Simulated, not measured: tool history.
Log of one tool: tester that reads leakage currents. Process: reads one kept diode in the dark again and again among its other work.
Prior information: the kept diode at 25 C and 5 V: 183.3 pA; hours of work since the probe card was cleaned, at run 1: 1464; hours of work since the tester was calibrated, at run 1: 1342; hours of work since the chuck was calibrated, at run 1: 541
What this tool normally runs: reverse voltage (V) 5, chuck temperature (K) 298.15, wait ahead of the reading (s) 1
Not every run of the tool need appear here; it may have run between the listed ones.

run    hour  reverse voltage (V)  chuck temperature (K)  wait ahead of the reading (s)  hours of work since the probe card was cleaned  hours of work since the tester was calibrated  hours of work since the chuck was calibrated  current that the tester gives (pA)
  1       0                    5                 298.15                              1                                            1464                                           1342                                           541                              180.54
  2   176.9                    5                 298.15                              1                                            1603                                           1481                                           679                                 177
  3   276.1                    5                 298.15                              1                                            1680                                           1558                                           757                              175.97
      290.4  -- chuck's temperature calibrated
  4   379.3                    5                 298.15                              1                                            1759                                           1638                                            70                              187.85
  5   488.7                    5                 298.15                              1                                            1845                                           1723                                           155                              186.84
  6   568.6                    5                 298.15                              1                                            1908                                           1786                                           218                               185.9
  7   726.2                    5                 298.15                              1                                            2031                                           1909                                           341                              183.84
  8   845.7                    5                 298.15                              1                                            2125                                           2003                                           435                              181.85
  9  1009.4                    5                 298.15                              1                                            2253                                           2131                                           563                              181.45
 10    1099                    5                 298.15                              1                                            2323                                           2201                                           633                              180.65
 11  1192.3                16.51                 298.15                              1                                            2396                                           2275                                           706                              350.45
     1270.6  -- chuck's temperature calibrated
 12  1322.6                    5                 298.15                              1                                            2497                                           2375                                            41                              185.66
 13  1433.7                    5                 298.15                              1                                            2584                                           2462                                           128                              184.36
     1476.5  -- probe card cleaned and baked
 14  1519.5                 2.53                 298.15                              1                                              34                                           2527                                           193                              122.97
 15  1639.3                 2.53                 298.15                              1                                             128                                           2621                                           286                              122.16
     1671.7  -- tester calibrated
 16    1814                 2.41                 298.15                              1                                             263                                            111                                           422                               119.2
 17  1941.3                 2.41                 298.15                              1                                             363                                            211                                           521                              118.58
 18  2033.7                 2.41                 298.15                              1                                             435                                            284                                           594                              116.97
 19  2150.4                 2.41                 298.15                              1                                             526                                            375                                           685                               116.7
 20  2235.1                 2.25                 322.15                           0.36                                             593                                            441                                           752                              751.24
     2266.5  -- chuck's temperature calibrated
 21  2320.9                 2.25                 322.15                           0.36                                             658                                            507                                            43                              809.56
 22  2427.4                  3.2                 298.15                           5.75                                             742                                            590                                           126                              144.85
 23  2594.1                  3.2                 298.15                           5.75                                             872                                            721                                           257                              143.11
 24  2673.5                 1.67                 325.15                           0.67                                             935                                            783                                           319                              836.19
 25  2819.9                 1.67                 325.15                           0.67                                            1049                                            898                                           433                              835.49
 26  2935.4                 1.67                 325.15                           0.76                                            1140                                            988                                           524                              823.38
 27  3034.7                 1.67                 325.15                           0.76                                            1217                                           1066                                           602                              818.98
 28  3156.5                 1.67                 325.15                           0.76                                            1313                                           1161                                           697                              814.01
     3247.8  -- chuck's temperature calibrated
 29  3323.3                 1.67                 325.15                           0.76                                            1442                                           1291                                            59                              846.09
 30  3434.1                 2.63                 307.15                           0.76                                            1529                                           1377                                           146                              272.98
 31  3571.1                13.21                 301.15                           6.45                                            1636                                           1485                                           253                              393.03
 32  3704.4                16.79                 303.15                           9.09                                            1740                                           1589                                           358                              522.73
 33  3812.4                13.36                 298.15                           0.72                                            1825                                           1674                                           442                              312.15
 34  3907.6                13.36                 298.15                           0.72                                            1900                                           1748                                           517                              308.99
 35  4032.6                 2.08                 298.15                           0.72                                            1998                                           1846                                           615                              111.16
 36  4189.7                 2.58                 320.15                           3.37                                            2121                                           1969                                           738                              697.65
     4230.3  -- chuck's temperature calibrated
 37  4278.1                 2.58                 320.15                           3.37                                            2188                                           2037                                            37                              737.27
 38  4409.4                 2.58                 320.15                           2.46                                            2291                                           2140                                           140                              735.19

Measured less the same run without the tool's hidden state. The same run-to-run variation is in both; the gauge's scatter may not be:
Unlogged tool condition in this case: stray current of the dirty probe card, pA a volt; current scale over the true one, %; true chuck temperature over the reading, C; drift of the gauge itself on leakage_pa, %.
run  current that the tester gives (pA)
  1                               -5.84
  2                               -7.77
  3                               -8.71
  4                               +2.88
  5                               +1.67
  6                               +0.76
  7                               -0.91
  8                               -2.22
  9                               -3.98
 10                                -4.8
 11                               +0.22
 12                                  +1
 13                               -0.06
 14                               -6.45
 15                               -7.37
 16                               -6.92
 17                                -7.9
 18                               -8.56
 19                                -9.5
 20                              -60.86
 21                               -2.79
 22                               -0.39
 23                               -1.84
 24                              -21.57
 25                              -29.09
 26                              -34.83
 27                              -39.53
 28                              -45.66
 29                               -14.7
 30                               -5.05
 31                               -1.17
 32                               -5.78
 33                               -1.36
 34                                -2.8
 35                               -5.42
 36                              -50.07
 37                               -9.32
 38                              -15.18
